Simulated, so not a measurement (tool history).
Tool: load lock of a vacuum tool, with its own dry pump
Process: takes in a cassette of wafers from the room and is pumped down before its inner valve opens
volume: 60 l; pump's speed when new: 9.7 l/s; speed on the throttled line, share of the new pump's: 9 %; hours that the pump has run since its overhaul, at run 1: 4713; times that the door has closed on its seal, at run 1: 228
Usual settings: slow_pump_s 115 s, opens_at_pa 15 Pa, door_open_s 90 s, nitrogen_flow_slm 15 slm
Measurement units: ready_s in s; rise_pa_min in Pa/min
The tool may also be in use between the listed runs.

run    hour  slow_pump_s  opens_at_pa  door_open_s  nitrogen_flow_slm  hours that the pump has run since its overhaul  times that the door has closed on its seal  incoming humidity of the room's air, %  ready_s  rise_pa_min
  1       0          115           15           90                 15                                            4713                                         228                                    45.6    161.9        0.012
  2   130.6          115           15           55                 15                                            4843                                         451                                    41.5    162.6        0.014
  3   206.3          115           15           55                 15                                            4919                                         581                                    43.4    162.4         0.01
  4   272.1          115           23           90                 15                                            4985                                         693                                    47.3    159.6        0.014
  5   383.2          115           23           90                 15                                            5096                                         882                                    42.9    161.3        0.014
  6   489.3          115           23           90                 15                                            5202                                        1064                                    46.1    158.8        0.015
  7   575.5          115           23           90                 15                                            5288                                        1211                                    49.7    160.7        0.016
  8   681.5          115           23           90                 15                                            5394                                        1392                                    43.9    161.1        0.016
  9   787.5          115           23           90                 15                                            5500                                        1572                                    45.8    160.6        0.015
 10   858.8          115           15           74                 15                                            5571                                        1694                                    45.4    163.4        0.014
 11   984.9          115           15           74                 15                                            5698                                        1909                                    47.9    163.3        0.025
 12  1050.2          115           15           74                 15                                            5763                                        2021                                      45      163        0.021
 13  1152.6          115           15           44                 20                                            5865                                        2196                                    46.5    163.9        0.017
 14    1230          144           12           40                 22                                            5943                                        2328                                    43.8    190.5        0.015
 15    1345           91           11           29                 24                                            6058                                        2524                                    42.7    145.1        0.012
 16  1417.5          115           26           90                  7                                            6130                                        2648                                      44    160.7        0.024
 17    1495          115           26           90                  7                                            6208                                        2780                                      46    160.4        0.031
 18  1594.1          101           15           90                 19                                            6307                                        2949                                    41.8    151.2        0.021
 19  1696.1          101           15           90                 19                                            6409                                        3123                                    44.6    151.1         0.02
 20  1822.2          155           15           90                 12                                            6535                                        3339                                    46.6      200        0.026
 21  1939.1          156           26           59                  8                                            6652                                        3538                                    44.6    197.9        0.026
 22  2026.5           99           10          137                 15                                            6739                                        3687                                    47.6      153        0.029
 23  2126.8           59           15           90                  6                                            6839                                        3858                                    47.7    113.3        0.037
 24  2196.2          215           17           90                 15                                            6909                                        3977                                      44    252.6        0.029

Per-run results on a tool with no hidden state, each run keeping its own random variation:
Hidden state present: pump's speed, % of a new pump's; leak at the door's seal, Pa l/s; drift of the gauge itself on ready_s, %; drift of the gauge itself on rise_pa_min, %.
run  ready_s  rise_pa_min
  1    159.1        0.011
  2    159.7        0.013
  3    159.4        0.008
  4    156.7        0.011
  5    158.4         0.01
  6    155.7        0.011
  7    157.5        0.011
  8    157.9         0.01
  9    157.3        0.009
 10    159.9        0.007
 11    159.7        0.017
 12    159.4        0.013
 13    160.1        0.008
 14    186.8        0.005
 15    140.9        0.002
 16      157        0.013
 17    156.7        0.019
 18    146.8        0.009
 19    146.7        0.006
 20    196.1        0.011
 21    194.2         0.01
 22    148.1        0.013
 23    108.2         0.02
 24      249        0.011
